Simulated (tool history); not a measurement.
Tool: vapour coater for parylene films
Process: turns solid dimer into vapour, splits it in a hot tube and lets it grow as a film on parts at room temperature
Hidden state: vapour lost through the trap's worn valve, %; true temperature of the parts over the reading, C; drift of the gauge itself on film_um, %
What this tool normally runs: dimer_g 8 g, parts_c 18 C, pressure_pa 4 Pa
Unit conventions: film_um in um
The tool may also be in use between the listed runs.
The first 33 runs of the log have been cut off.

run	day	dimer_g	parts_c	pressure_pa	hours of work since the trap's valve was overhauled	hours of work since the table's thermometer was calibrated	film_um
34	26.633	6	25	5.34	126	19	1.19
35	27.175	5	11	2.88	131	24	1.58
36	28.079	8	25	2.44	141	34	1.7
37	28.879	8	25	2.44	149	42	1.66
38	29.592	8	25	2.44	156	49	1.68
39	30.154	4	18	2.88	162	55	1.03
40	30.683	12	23	4	167	60	2.6
41	31.554	3	13	4	176	69	0.86
42	32.346	3	13	2.84	184	77	0.88
43	33.296	11	27	2.84	193	86	2.14
44	34.017	12	27	5.01	201	94	2.23
45	34.671	12	27	5.01	207	100	2.21
46	35.704	5	17	3.33	218	111	1.25
47	36.225	5	17	3.33	223	116	1.26
48	36.804	5	17	4.06	229	122	1.23

Predict each of these 3 candidate next runs independently; none follows another, all start after run 48:
A	37.392	5	13	2.92	235	128	?
B	37.392	8	18	8.38	235	128	?
C	37.392	12	21	10.5	235	128	?

run	film_um
A	1.39
B	1.78
C	2.43
Without the tool's hidden state the same runs would have given:
run	film_um
A	1.54
B	1.98
C	2.71

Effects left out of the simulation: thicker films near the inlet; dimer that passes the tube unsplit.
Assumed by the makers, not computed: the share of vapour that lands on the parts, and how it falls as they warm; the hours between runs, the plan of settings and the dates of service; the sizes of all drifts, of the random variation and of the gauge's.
